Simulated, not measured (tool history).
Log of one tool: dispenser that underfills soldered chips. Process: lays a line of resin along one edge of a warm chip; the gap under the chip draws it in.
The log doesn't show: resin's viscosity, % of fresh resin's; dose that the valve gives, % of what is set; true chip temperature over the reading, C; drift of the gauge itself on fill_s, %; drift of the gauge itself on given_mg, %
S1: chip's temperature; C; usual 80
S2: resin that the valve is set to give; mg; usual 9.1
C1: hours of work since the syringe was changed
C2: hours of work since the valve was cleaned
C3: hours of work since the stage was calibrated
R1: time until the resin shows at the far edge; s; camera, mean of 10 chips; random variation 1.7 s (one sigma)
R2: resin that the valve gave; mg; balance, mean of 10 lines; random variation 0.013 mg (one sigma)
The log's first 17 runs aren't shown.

run,day,S1,S2,C1,C2,C3,R1,R2
18,5.608,84,9.1,6,45,192,179,8.96
# day 5.704: dispensing valve cleaned and set on the balance
# day 5.867: new syringe of resin
19,5.867,84,8.8,0,2,195,130.1,8.8
20,6.117,84,8.8,4,6,199,157.6,8.8
21,6.379,84,8.8,8,10,203,195.6,8.77
# day 6.488: new syringe of resin
22,6.721,91,8.8,3,15,207,111.4,8.74
23,7,80,9.23,8,19,211,238.1,9.16
# day 7.1: new syringe of resin
24,7.358,80,9.23,4,24,217,195.8,9.14
25,7.546,82,7.97,7,27,219,208.1,7.9
# day 7.742: new syringe of resin
26,7.933,90,9.14,3,32,225,108.5,9.03
27,8.221,74,7.73,7,36,229,324.3,7.62
# day 8.35: new syringe of resin
28,8.425,84,8.7,1,39,232,139.2,8.56
29,8.612,76,9.22,4,42,235,243.7,9.06
30,8.817,68,8.16,7,45,238,439.4,8.02
# day 8.942: dispensing valve cleaned and set on the balance
# day 9.025: new syringe of resin
31,9.254,68,8.16,3,4,243,363.4,8.16
# day 9.65: new syringe of resin
32,9.704,68,9.26,1,11,250,309.3,9.28
33,9.988,71,9.01,5,15,254,325.4,8.99
34,10.212,82,11.33,8,18,257,213.8,11.3
# day 10.262: new syringe of resin
35,10.6,71,7.72,5,24,263,339.7,7.66
36,10.788,79,10.52,8,27,266,246.8,10.46

3 ways to go on from here, each from the tool as it stands after run 36. What would each give?
# day 10.875: new syringe of resin
A,10.992,65,9.99,2,29,268,?,?
# day 10.875: new syringe of resin
B,10.992,80,8.64,2,29,268,?,?
# day 10.875: new syringe of resin
C,10.992,73,10.48,2,29,268,?,?

run,R1,R2
A,383.4,9.89
B,173,8.58
C,247.1,10.37
Without the tool's hidden state the same runs would have given:
run,R1,R2
A,372,9.98
B,166.9,8.66
C,239.1,10.46
